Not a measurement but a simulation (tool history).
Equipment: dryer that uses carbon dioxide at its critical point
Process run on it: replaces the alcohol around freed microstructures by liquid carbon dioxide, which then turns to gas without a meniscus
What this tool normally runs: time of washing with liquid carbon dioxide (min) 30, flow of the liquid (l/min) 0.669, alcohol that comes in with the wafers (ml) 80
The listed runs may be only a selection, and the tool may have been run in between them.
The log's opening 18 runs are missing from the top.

run     day  time of washing with liquid carbon dioxide (min)  flow of the liquid (l/min)  alcohol that comes in with the wafers (ml)  alcohol left in the vessel before it's heated (ppm by volume)
 19  14.517                                                36                       0.669                                          80                                                            217
 20  15.058                                                36                       0.669                                          80                                                            214
 21  16.029                                                36                       0.669                                          80                                                            227
 22  16.779                                                23                       0.669                                          80                                                           1021
 23  17.862                                                23                       0.669                                          80                                                           1047
 24  18.442                                                28                       0.669                                          80                                                            568
 25  19.562                                                18                       0.858                                          80                                                           1044
 26  20.400                                                30                       0.656                                          80                                                            482
 27  21.608                                                47                       0.512                                          31                                                            122
 28  22.333                                                47                       0.512                                          31                                                            131
     22.742  -- inlet filter changed
 29  22.871                                                47                       0.512                                          31                                                             91
 30  23.679                                                47                       0.512                                          31                                                             86
 31  24.183                                                47                       0.887                                         102                                                             43
 32  24.675                                                47                       0.464                                          98                                                            246
 33  25.875                                                45                       0.863                                          34                                                             54
 34  26.667                                                30                       0.867                                          80                                                            105
 35  27.712                                                34                       0.621                                          69                                                            209
 36  28.450                                                43                       0.669                                          80                                                             76
 37  29.542                                                23                       0.704                                          20                                                            195
 38  30.029                                                33                       0.669                                          23                                                             95
 39  31.188                                                21                       0.669                                          58                                                            733
 40  32.175                                                21                       0.669                                          58                                                            730
 41  32.721                                                21                       0.444                                          58                                                           1978
 42  33.354                                                21                       0.434                                          82                                                           3017

Forecast run 43:
 43  34.546                                                21                       0.462                                          82                                                              ?

Run 43 measured alcohol left in the vessel before it's heated (ppm by volume) 2738.
Take away the tool's hidden state, keep the run-to-run variation as it was, and the same run would have given alcohol left in the vessel before it's heated (ppm by volume) 2505.

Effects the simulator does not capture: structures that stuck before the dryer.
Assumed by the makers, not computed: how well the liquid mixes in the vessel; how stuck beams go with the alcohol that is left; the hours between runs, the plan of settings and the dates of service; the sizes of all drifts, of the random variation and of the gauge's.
